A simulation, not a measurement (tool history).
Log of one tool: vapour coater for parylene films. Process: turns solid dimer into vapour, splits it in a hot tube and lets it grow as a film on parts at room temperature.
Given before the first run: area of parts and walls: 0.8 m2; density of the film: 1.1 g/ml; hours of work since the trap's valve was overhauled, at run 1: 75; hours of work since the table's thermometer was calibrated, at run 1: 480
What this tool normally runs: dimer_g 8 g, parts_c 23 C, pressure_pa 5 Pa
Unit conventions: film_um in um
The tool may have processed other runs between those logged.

run,hour,dimer_g,parts_c,pressure_pa,hours of work since the trap's valve was overhauled,hours of work since the table's thermometer was calibrated,film_um
1,0,8,23,5,75,480,6.93
2,62.4,8,23,5,122,526,6.93
3,94.7,8,23,5,146,550,6.81
4,141.6,8,23,5,180,585,6.89
5,194,13,23,5,219,624,11.16
6,251.7,13,23,5.56,262,667,10.82
7,289.3,13,23,5.56,290,695,10.73
8,320.2,13,23,5.56,313,718,10.83
9,365.5,13,23,5.56,347,752,10.54
10,423.3,13,23,5.56,390,795,10.66
11,490.3,13,23,5.56,440,844,10.54
12,530.6,13,23,5.56,470,874,10.35
13,568.8,13,23,5,498,903,10.51
# hour 618.2: trap's valve overhauled
14,626.7,13,23,5,6,943,11.29
15,688.3,13,23,5,52,988,11.13
16,721.6,13,23,5,77,1013,11.04
17,787.7,13,23,5,126,1062,11.07
18,819.3,13,23,5,149,1086,10.93
19,876.3,13,23,5,192,1128,10.89
# hour 921: table's thermometer calibrated
20,921,8,23,3.42,224,0,6.96
21,959.8,8,32,3.42,253,29,5.38
22,998,8,32,3.42,282,57,5.39
23,1055.1,8,32,3.42,324,100,5.42
# hour 1091.3: table's thermometer calibrated, once more
24,1111.6,8,23,5,365,15,6.93
25,1154.9,12,28,5,397,47,9.12
26,1200.4,12,28,5,431,81,8.87
27,1256.7,12,28,5,473,123,8.91
28,1299.4,14,23,5.01,505,155,11.85
# hour 1339.7: trap's valve overhauled
29,1365.9,8,28,5.68,19,201,6.2
30,1396.3,13,23,3.49,42,224,12.43
31,1450.9,8,23,9.5,83,264,6.31
32,1490.5,8,27,5,112,294,6.32
33,1552.7,3,15,3.58,158,340,3.29
34,1581.3,3,15,3.58,180,361,3.29
35,1622.6,8,20,3.29,210,392,8.16
36,1682.4,8,34,10.8,255,436,4.45
37,1735.3,4,23,7.57,294,476,3.18
38,1771.1,8,24,5,321,502,6.73
39,1809.8,13,22,9.47,349,531,10.2
40,1867.9,13,22,9.47,393,574,10.09
41,1930.6,8,28,4.34,439,621,6.15

Expected results for the next run?
42,1985.4,8,30,4.35,480,661,?

{"run 42": {"film_um": 5.72}}
The same run, on a tool lacking any hidden state, would have yielded film_um 6.13 um.

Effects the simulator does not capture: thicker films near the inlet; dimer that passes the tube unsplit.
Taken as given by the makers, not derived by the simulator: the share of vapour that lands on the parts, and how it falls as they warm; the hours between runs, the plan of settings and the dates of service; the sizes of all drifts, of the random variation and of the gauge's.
